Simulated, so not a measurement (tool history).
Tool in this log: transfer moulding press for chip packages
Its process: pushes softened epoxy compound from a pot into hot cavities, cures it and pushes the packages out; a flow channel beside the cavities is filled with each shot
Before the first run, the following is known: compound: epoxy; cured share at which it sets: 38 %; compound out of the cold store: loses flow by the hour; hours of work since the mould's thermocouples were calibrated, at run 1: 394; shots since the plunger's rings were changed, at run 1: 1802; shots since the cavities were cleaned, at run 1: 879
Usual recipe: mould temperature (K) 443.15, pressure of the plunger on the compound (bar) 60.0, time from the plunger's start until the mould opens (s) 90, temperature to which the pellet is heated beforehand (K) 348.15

run     day  mould temperature (K)  pressure of the plunger on the compound (bar)  time from the plunger's start until the mould opens (s)  temperature to which the pellet is heated beforehand (K)  hours of work since the mould's thermocouples were calibrated  shots since the plunger's rings were changed  shots since the cavities were cleaned  incoming compound's hours out of the cold store  length that the compound runs in the flow channel (mm)  greatest force on the pins that push the packages out (N)
  1   0.000                 443.15                                           60.0                                                       90                                                    348.15                                                            394                                          1802                                    879                                             15.7                                                     528                                                        585
      0.246  -- cavities cleaned with cleaning compound and waxed
  2   0.625                 443.15                                           60.0                                                       90                                                    348.15                                                            404                                          1991                                    127                                             39.7                                                     485                                                        414
  3   1.000                 443.15                                           60.0                                                       74                                                    348.15                                                            411                                          2118                                    254                                             44.9                                                     483                                                        712
  4   1.617                 443.15                                           60.0                                                       74                                                    348.15                                                            423                                          2325                                    461                                             13.1                                                     534                                                        895
  5   1.908                 443.15                                           60.0                                                       74                                                    348.15                                                            428                                          2423                                    559                                             14.3                                                     531                                                        975
  6   2.367                 443.15                                           60.0                                                       90                                                    348.15                                                            437                                          2576                                    712                                             39.1                                                     483                                                        519
  7   2.662                 443.15                                           60.0                                                       90                                                    348.15                                                            442                                          2676                                    812                                             45.6                                                     470                                                        513
      3.079  -- cavities cleaned with cleaning compound and waxed
  8   3.254                 443.15                                           60.0                                                       90                                                    348.15                                                            452                                          2854                                     59                                             19.3                                                     521                                                        424
  9   3.546                 443.15                                           60.0                                                       71                                                    348.15                                                            458                                          2952                                    157                                             30.4                                                     497                                                        796
 10   4.096                 443.15                                           60.0                                                       71                                                    348.15                                                            468                                          3137                                    342                                             24.7                                                     507                                                        868
 11   4.662                 449.15                                           60.0                                                       90                                                    348.15                                                            479                                          3328                                    533                                             29.9                                                     494                                                        397
 12   5.146                 449.15                                           60.0                                                       90                                                    348.15                                                            488                                          3490                                    695                                             42.1                                                     469                                                        407
 13   5.412                 449.15                                           60.0                                                       90                                                    348.15                                                            493                                          3580                                    785                                             13.2                                                     518                                                        411
      5.912  -- cavities cleaned with cleaning compound and waxed
 14   6.129                 443.15                                           48.5                                                       90                                                    339.15                                                            505                                          3799                                     72                                             32.4                                                     446                                                        427
 15   6.633                 443.15                                           47.0                                                       86                                                    348.15                                                            515                                          3968                                    241                                             23.9                                                     450                                                        499
 16   7.221                 450.15                                           63.3                                                      122                                                    346.15                                                            526                                          4165                                    438                                             47.4                                                     474                                                        313
 17   7.825                 450.15                                           63.3                                                      122                                                    346.15                                                            537                                          4369                                    642                                             18.4                                                     514                                                        334
 18   8.475                 450.15                                           63.3                                                      122                                                    346.15                                                            549                                          4587                                    860                                             12.7                                                     521                                                        345
      8.746  -- cavities cleaned with cleaning compound and waxed
 19   8.912                 445.15                                           64.0                                                       90                                                    348.15                                                            556                                          4714                                     57                                             24.0                                                     509                                                        374
 20   9.238                 443.15                                           61.4                                                       90                                                    350.15                                                            562                                          4822                                    165                                             32.7                                                     489                                                        441
 21   9.521                 441.15                                           60.0                                                       98                                                    348.15                                                            568                                          4919                                    262                                             17.0                                                     525                                                        416
 22   9.938                 441.15                                           60.0                                                       98                                                    348.15                                                            576                                          5059                                    402                                             18.2                                                     517                                                        471
 23  10.388                 443.15                                           50.0                                                       90                                                    348.15                                                            584                                          5209                                    552                                             47.1                                                     426                                                        487

5 ways to go on from here, each from the tool as it stands after run 23. What would each give?
  A  10.838                 443.15                                           50.0                                                       97                                                    350.15                                                            592                                          5361                                    704                                             45.7                                                       ?                                                          ?
  B  10.838                 445.15                                           60.0                                                       90                                                    347.15                                                            592                                          5361                                    704                                             20.1                                                       ?                                                          ?
  C  10.838                 450.15                                           55.8                                                       90                                                    355.15                                                            592                                          5361                                    704                                             28.3                                                       ?                                                          ?
  D  10.838                 435.15                                           50.0                                                       90                                                    338.15                                                            592                                          5361                                    704                                             12.3                                                       ?                                                          ?
  E  10.838                 443.15                                           61.3                                                      101                                                    354.15                                                            592                                          5361                                    704                                             17.6                                                       ?                                                          ?

run  length that the compound runs in the flow channel (mm)  greatest force on the pins that push the packages out (N)
  A                                                     425                                                        435
  B                                                     504                                                        485
  C                                                     466                                                        371
  D                                                     490                                                        983
  E                                                     519                                                        426
What these runs would have given with no unlogged condition in the tool:
run  length that the compound runs in the flow channel (mm)  greatest force on the pins that push the packages out (N)
  A                                                     445                                                        338
  B                                                     527                                                        378
  C                                                     487                                                        282
  D                                                     513                                                        774
  E                                                     543                                                        329
